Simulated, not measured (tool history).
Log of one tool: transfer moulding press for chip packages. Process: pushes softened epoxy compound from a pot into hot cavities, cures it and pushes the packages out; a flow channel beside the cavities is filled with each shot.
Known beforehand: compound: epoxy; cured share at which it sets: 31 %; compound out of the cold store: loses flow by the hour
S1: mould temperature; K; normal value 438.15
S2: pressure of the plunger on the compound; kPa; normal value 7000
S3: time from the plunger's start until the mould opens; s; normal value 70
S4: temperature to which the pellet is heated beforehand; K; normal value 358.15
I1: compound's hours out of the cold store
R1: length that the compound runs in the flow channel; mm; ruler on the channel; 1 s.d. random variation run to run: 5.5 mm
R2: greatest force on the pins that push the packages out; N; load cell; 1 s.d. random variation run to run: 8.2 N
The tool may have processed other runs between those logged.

{"run": 1, "day": 0.0, "S1": 438.15, "S2": 7000, "S3": 70, "S4": 358.15, "I1": 13.7, "R1": 951, "R2": 713}
{"run": 2, "day": 1.029, "S1": 438.15, "S2": 7000, "S3": 70, "S4": 358.15, "I1": 17.7, "R1": 916, "R2": 802}
{"day": 1.375, "done": "cavities cleaned with cleaning compound and waxed"}
{"run": 3, "day": 2.188, "S1": 438.15, "S2": 7000, "S3": 70, "S4": 358.15, "I1": 44.3, "R1": 779, "R2": 584}
{"run": 4, "day": 2.817, "S1": 438.15, "S2": 7000, "S3": 70, "S4": 358.15, "I1": 11.2, "R1": 946, "R2": 752}
{"run": 5, "day": 3.471, "S1": 438.15, "S2": 7000, "S3": 70, "S4": 358.15, "I1": 31, "R1": 834, "R2": 741}
{"day": 4.054, "done": "cavities cleaned with cleaning compound and waxed"}
{"run": 6, "day": 4.788, "S1": 438.15, "S2": 7000, "S3": 70, "S4": 358.15, "I1": 28.5, "R1": 826, "R2": 563}
{"run": 7, "day": 5.683, "S1": 438.15, "S2": 6170, "S3": 70, "S4": 358.15, "I1": 19.3, "R1": 819, "R2": 745}
{"day": 6.788, "done": "cavities cleaned with cleaning compound and waxed"}
{"run": 8, "day": 7.096, "S1": 438.15, "S2": 7380, "S3": 70, "S4": 352.15, "I1": 26.1, "R1": 854, "R2": 479}
{"run": 9, "day": 8.238, "S1": 438.15, "S2": 7380, "S3": 70, "S4": 352.15, "I1": 25.4, "R1": 848, "R2": 669}
{"run": 10, "day": 8.979, "S1": 433.15, "S2": 7380, "S3": 68, "S4": 354.15, "I1": 14.6, "R1": 910, "R2": 1234}
{"day": 9.55, "done": "cavities cleaned with cleaning compound and waxed"}
{"run": 11, "day": 9.983, "S1": 434.15, "S2": 7320, "S3": 68, "S4": 356.15, "I1": 14.2, "R1": 895, "R2": 808}

Predict each of these 5 candidate next runs independently; none follows another, all start after run 11:
{"day": 10.188, "done": "plunger's sealing rings changed"}
{"run": "A", "day": 11.408, "S1": 438.15, "S2": 5660, "S3": 80, "S4": 358.15, "I1": 28.8, "R1": "?", "R2": "?"}
{"day": 10.188, "done": "plunger's sealing rings changed"}
{"run": "B", "day": 11.408, "S1": 443.15, "S2": 7320, "S3": 54, "S4": 356.15, "I1": 21.3, "R1": "?", "R2": "?"}
{"day": 10.188, "done": "plunger's sealing rings changed"}
{"run": "C", "day": 11.408, "S1": 434.15, "S2": 6800, "S3": 105, "S4": 356.15, "I1": 30.7, "R1": "?", "R2": "?"}
{"day": 10.188, "done": "plunger's sealing rings changed"}
{"run": "D", "day": 11.408, "S1": 438.15, "S2": 7000, "S3": 70, "S4": 357.15, "I1": 33.7, "R1": "?", "R2": "?"}
{"day": 10.188, "done": "plunger's sealing rings changed"}
{"run": "E", "day": 11.408, "S1": 442.15, "S2": 5430, "S3": 54, "S4": 358.15, "I1": 40.7, "R1": "?", "R2": "?"}

run=A R1=787 R2=611
run=B R1=921 R2=871
run=C R1=865 R2=554
run=D R1=848 R2=704
run=E R1=709 R2=880
With no hidden state in the tool, these same runs would have given:
run=A R1=800 R2=306
run=B R1=936 R2=447
run=C R1=879 R2=274
run=D R1=862 R2=358
run=E R1=720 R2=451
